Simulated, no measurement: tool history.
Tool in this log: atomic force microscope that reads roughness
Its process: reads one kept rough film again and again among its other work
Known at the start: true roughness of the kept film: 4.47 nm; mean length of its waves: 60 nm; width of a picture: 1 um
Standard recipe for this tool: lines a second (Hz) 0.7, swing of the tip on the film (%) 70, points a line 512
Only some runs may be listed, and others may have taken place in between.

run    hour  lines a second (Hz)  swing of the tip on the film (%)  points a line  roughness of the kept film (nm (root mean square))
  1       0                  0.7                                70            512                                               4.075
  2    47.8                  0.7                                70            265                                               4.025
  3    91.9                  0.7                                70            265                                               4.042
  4   163.8                  0.7                                70            265                                                4.05
  5   210.6                  0.7                                70            504                                               4.089
  6   251.9                  0.7                                70            504                                               4.066
      305.2  -- new tip fitted
  7   305.2                  0.7                                70            512                                               4.074
  8   344.5                 1.66                                70            512                                               3.819
  9   383.3                 1.66                                70            512                                                3.85
 10   430.2                 1.66                                70            512                                               3.819
 11   500.8                 1.66                                70            512                                               3.863
 12   580.7                  0.7                                70            512                                               4.075
 13     653                  0.7                                70            512                                               4.054
 14     701                1.979                                61            652                                                3.95
      738.7  -- new tip fitted
 15   776.5                0.615                                70            512                                               4.073
 16   846.5                0.615                                70            512                                               4.097
 17   916.1                3.003                                77            464                                               3.307
 18   985.9                3.003                                77            464                                               3.294
 19  1024.3                  0.7                                76            512                                               3.976
 20    1057                0.907                                88            512                                               3.692
 21  1121.7                2.642                                70            816                                               3.634
       1175  -- new tip fitted
 22  1193.1                2.642                                70            816                                               3.628
 23    1227                1.559                                56            292                                               4.063
 24  1266.3                1.504                                61            292                                                4.01

Alternative continuations, all from the tool just after run 24; predict every row:
  A  1325.1                0.545                                89            983                                                   ?
  B  1325.1                  0.7                                67            512                                                   ?
  C  1325.1                0.714                                61            292                                                   ?

run  roughness of the kept film (nm (root mean square))
  A                                               3.876
  B                                               4.074
  C                                               4.117
With the hidden condition removed and each run's random variation left untouched, the same runs would have given:
run  roughness of the kept film (nm (root mean square))
  A                                                3.88
  B                                               4.078
  C                                                4.12
